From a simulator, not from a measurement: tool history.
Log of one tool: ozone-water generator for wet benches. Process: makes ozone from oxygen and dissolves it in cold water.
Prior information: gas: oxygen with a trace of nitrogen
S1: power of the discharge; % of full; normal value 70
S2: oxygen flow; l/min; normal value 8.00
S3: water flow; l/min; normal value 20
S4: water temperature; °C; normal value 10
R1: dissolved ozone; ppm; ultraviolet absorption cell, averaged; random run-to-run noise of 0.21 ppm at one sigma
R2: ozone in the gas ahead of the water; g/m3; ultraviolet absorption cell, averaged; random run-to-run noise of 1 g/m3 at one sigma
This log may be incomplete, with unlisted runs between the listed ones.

{"run": 1, "hour": 0.0, "S1": 70, "S2": 8.0, "S3": 20, "S4": 10, "R1": 29.0, "R2": 173.6}
{"run": 2, "hour": 20.1, "S1": 70, "S2": 8.0, "S3": 20, "S4": 10, "R1": 29.0, "R2": 171.6}
{"run": 3, "hour": 41.0, "S1": 70, "S2": 8.0, "S3": 20, "S4": 10, "R1": 28.9, "R2": 173.0}
{"run": 4, "hour": 60.8, "S1": 70, "S2": 8.0, "S3": 20, "S4": 10, "R1": 29.1, "R2": 173.2}
{"run": 5, "hour": 90.4, "S1": 70, "S2": 8.0, "S3": 20, "S4": 10, "R1": 28.8, "R2": 173.3}
{"run": 6, "hour": 113.5, "S1": 70, "S2": 8.0, "S3": 20, "S4": 10, "R1": 28.9, "R2": 175.0}
{"run": 7, "hour": 135.9, "S1": 70, "S2": 8.0, "S3": 20, "S4": 10, "R1": 28.8, "R2": 173.9}
{"run": 8, "hour": 162.0, "S1": 70, "S2": 5.05, "S3": 19, "S4": 18, "R1": 25.9, "R2": 213.6}

Run 9, settings as shown, results not yet in. Your forecast:
{"run": 9, "hour": 187.3, "S1": 70, "S2": 5.05, "S3": 19, "S4": 18, "R1": "?", "R2": "?"}

Run 9 produced R1 25.9 ppm, R2 213.2 g/m3.
Had the tool carried no hidden state, the very same run would have given R1 27.0 ppm, R2 218.0 g/m3.

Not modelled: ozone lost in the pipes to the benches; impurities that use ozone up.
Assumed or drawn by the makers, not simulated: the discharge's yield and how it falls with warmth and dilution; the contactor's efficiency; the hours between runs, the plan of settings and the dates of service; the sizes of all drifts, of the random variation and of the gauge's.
